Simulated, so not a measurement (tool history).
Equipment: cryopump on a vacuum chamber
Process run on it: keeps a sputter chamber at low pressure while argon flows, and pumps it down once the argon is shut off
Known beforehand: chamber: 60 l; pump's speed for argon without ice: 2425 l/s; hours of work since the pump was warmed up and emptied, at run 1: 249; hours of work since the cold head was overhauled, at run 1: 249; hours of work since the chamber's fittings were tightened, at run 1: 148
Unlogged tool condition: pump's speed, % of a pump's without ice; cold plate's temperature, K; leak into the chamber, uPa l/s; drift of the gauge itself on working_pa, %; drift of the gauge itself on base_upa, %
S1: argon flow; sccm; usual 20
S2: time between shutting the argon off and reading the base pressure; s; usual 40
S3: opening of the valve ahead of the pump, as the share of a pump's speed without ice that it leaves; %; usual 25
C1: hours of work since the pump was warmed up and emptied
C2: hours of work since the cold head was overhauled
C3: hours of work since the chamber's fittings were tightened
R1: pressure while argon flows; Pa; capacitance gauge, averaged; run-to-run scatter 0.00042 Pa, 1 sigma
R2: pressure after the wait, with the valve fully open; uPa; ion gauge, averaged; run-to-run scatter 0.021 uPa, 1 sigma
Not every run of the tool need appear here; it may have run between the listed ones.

run 1 hour=0 | S1=20 S2=40 S3=25 | C1=249 C2=249 C3=148 | R1=0.0564 R2=0.62
run 2 hour=17.4 | S1=15 S2=40 S3=25 | C1=264 C2=264 C3=163 | R1=0.0426 R2=0.64
run 3 hour=30.4 | S1=15 S2=40 S3=25 | C1=275 C2=275 C3=174 | R1=0.0417 R2=0.63
run 4 hour=45.8 | S1=15 S2=40 S3=25 | C1=288 C2=288 C3=187 | R1=0.0426 R2=0.66
run 5 hour=61.3 | S1=15 S2=90 S3=25 | C1=302 C2=302 C3=201 | R1=0.0424 R2=0.47
run 6 hour=77.7 | S1=15 S2=90 S3=25 | C1=316 C2=316 C3=215 | R1=0.0428 R2=0.48
run 7 hour=92.2 | S1=15 S2=90 S3=25 | C1=328 C2=328 C3=227 | R1=0.0429 R2=0.49
run 8 hour=106 | S1=15 S2=90 S3=25 | C1=340 C2=340 C3=239 | R1=0.0429 R2=0.56
run 9 hour=128.4 | S1=15 S2=90 S3=25 | C1=360 C2=360 C3=258 | R1=0.0427 R2=0.51
run 10 hour=141.9 | S1=20 S2=37 S3=25 | C1=371 C2=371 C3=270 | R1=0.0579 R2=0.75
run 11 hour=162.7 | S1=10 S2=37 S3=25 | C1=389 C2=389 C3=288 | R1=0.029 R2=0.79
run 12 hour=185 | S1=10 S2=37 S3=25 | C1=408 C2=408 C3=307 | R1=0.0286 R2=0.82
run 13 hour=204.7 | S1=10 S2=37 S3=25 | C1=425 C2=425 C3=324 | R1=0.0287 R2=0.81
run 14 hour=220.5 | S1=10 S2=37 S3=25 | C1=439 C2=439 C3=338 | R1=0.029 R2=0.84
run 15 hour=237.5 | S1=20 S2=40 S3=25 | C1=454 C2=454 C3=353 | R1=0.0569 R2=0.82
run 16 hour=255.8 | S1=20 S2=40 S3=25 | C1=469 C2=469 C3=368 | R1=0.0568 R2=0.87
run 17 hour=265.8 | S1=20 S2=40 S3=25 | C1=478 C2=478 C3=377 | R1=0.057 R2=0.85
run 18 hour=283.9 | S1=28 S2=40 S3=25 | C1=494 C2=494 C3=393 | R1=0.0806 R2=0.84
run 19 hour=300.2 | S1=32 S2=69 S3=25 | C1=508 C2=508 C3=407 | R1=0.0919 R2=0.77
run 20 hour=320.7 | S1=18 S2=33 S3=18 | C1=525 C2=525 C3=424 | R1=0.0723 R2=1
run 21 hour=331.4 | S1=23 S2=40 S3=22 | C1=535 C2=535 C3=434 | R1=0.0748 R2=0.92
run 22 hour=342.5 | S1=17 S2=59 S3=17 | C1=544 C2=544 C3=443 | R1=0.0711 R2=0.86
run 23 hour=365.2 | S1=20 S2=58 S3=25 | C1=564 C2=564 C3=463 | R1=0.0578 R2=0.84
run 24 hour=380.4 | S1=38 S2=25 S3=22 | C1=577 C2=577 C3=476 | R1=0.1241 R2=1.12
run 25 hour=400.3 | S1=38 S2=25 S3=22 | C1=594 C2=594 C3=493 | R1=0.1247 R2=1.19
run 26 hour=422.8 | S1=15 S2=98 S3=30 | C1=614 C2=614 C3=512 | R1=0.036 R2=0.84
run 27 hour=443.8 | S1=21 S2=151 S3=31 | C1=632 C2=632 C3=531 | R1=0.0491 R2=0.78
run 28 hour=459.8 | S1=17 S2=156 S3=21 | C1=645 C2=645 C3=544 | R1=0.0586 R2=0.81
run 29 hour=481.6 | S1=17 S2=156 S3=21 | C1=664 C2=664 C3=563 | R1=0.0584 R2=0.88
run 30 hour=498.6 | S1=20 S2=40 S3=21 | C1=679 C2=679 C3=578 | R1=0.0684 R2=1.1
run 31 hour=509.5 | S1=20 S2=40 S3=21 | C1=688 C2=688 C3=587 | R1=0.0686 R2=1.11
run 32 hour=529.5 | S1=20 S2=40 S3=21 | C1=706 C2=706 C3=605 | R1=0.0691 R2=1.13
run 33 hour=552.7 | S1=38 S2=71 S3=22 | C1=726 C2=726 C3=624 | R1=0.1248 R2=0.99
run 34 hour=572.7 | S1=20 S2=21 S3=41 | C1=743 C2=743 C3=642 | R1=0.0362 R2=1.49

Each run again, without the hidden state but with its own random variation kept:
run=1 R1=0.0556 R2=0.44
run=2 R1=0.0419 R2=0.45
run=3 R1=0.0411 R2=0.43
run=4 R1=0.0419 R2=0.45
run=5 R1=0.0417 R2=0.24
run=6 R1=0.042 R2=0.24
run=7 R1=0.0421 R2=0.24
run=8 R1=0.042 R2=0.29
run=9 R1=0.0418 R2=0.23
run=10 R1=0.0566 R2=0.46
run=11 R1=0.0283 R2=0.47
run=12 R1=0.0279 R2=0.48
run=13 R1=0.028 R2=0.45
run=14 R1=0.0283 R2=0.47
run=15 R1=0.0554 R2=0.43
run=16 R1=0.0552 R2=0.46
run=17 R1=0.0553 R2=0.44
run=18 R1=0.0781 R2=0.42
run=19 R1=0.089 R2=0.31
run=20 R1=0.0706 R2=0.52
run=21 R1=0.0726 R2=0.44
run=22 R1=0.0694 R2=0.36
run=23 R1=0.0558 R2=0.32
run=24 R1=0.1202 R2=0.59
run=25 R1=0.1206 R2=0.63
run=26 R1=0.0344 R2=0.25
run=27 R1=0.0467 R2=0.18
run=28 R1=0.0565 R2=0.2
run=29 R1=0.0564 R2=0.21
run=30 R1=0.0659 R2=0.43
run=31 R1=0.066 R2=0.43
run=32 R1=0.0664 R2=0.44
run=33 R1=0.1197 R2=0.27
run=34 R1=0.0334 R2=0.74
